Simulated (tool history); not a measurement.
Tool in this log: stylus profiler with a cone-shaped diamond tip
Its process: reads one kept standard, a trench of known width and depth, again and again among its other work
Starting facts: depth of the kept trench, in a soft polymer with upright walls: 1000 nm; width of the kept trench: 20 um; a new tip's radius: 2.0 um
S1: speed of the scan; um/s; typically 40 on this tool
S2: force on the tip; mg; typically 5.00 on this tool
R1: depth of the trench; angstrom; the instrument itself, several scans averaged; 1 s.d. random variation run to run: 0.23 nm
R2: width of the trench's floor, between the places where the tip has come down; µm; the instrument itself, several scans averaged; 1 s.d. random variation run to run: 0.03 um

run	day	S1	S2	R1	R2
1	0.000	40	5.00	10152.2	14.88
2	1.417	40	5.00	10147.4	14.84
3	2.750	40	5.00	10150.7	14.79
4	4.108	25	5.00	10153.4	14.77
5	5.817	40	12.21	10259.4	14.72
6	6.921	40	12.21	10258.8	14.66
7	8.567	40	3.59	10135.0	14.50
8	9.542	50	8.61	10209.7	14.52
9	10.288	50	7.81	10196.3	14.55
10	11.908	24	8.10	10207.1	14.48
11	13.479	24	8.10	10210.1	14.49

4 options for the next run, each taken on its own from the tool as it stands now. Forecast them:
A	14.367	12	5.05	?	?
B	14.367	119	2.10	?	?
C	14.367	20	4.99	?	?
D	14.367	89	5.93	?	?

run	R1	R2
A	10159.7	14.53
B	10109.2	14.05
C	10161.0	14.42
D	10174.6	14.25
Without the tool's hidden state the same runs would have given:
run	R1	R2
A	10123.6	16.58
B	10073.2	16.10
C	10124.9	16.46
D	10138.4	16.29
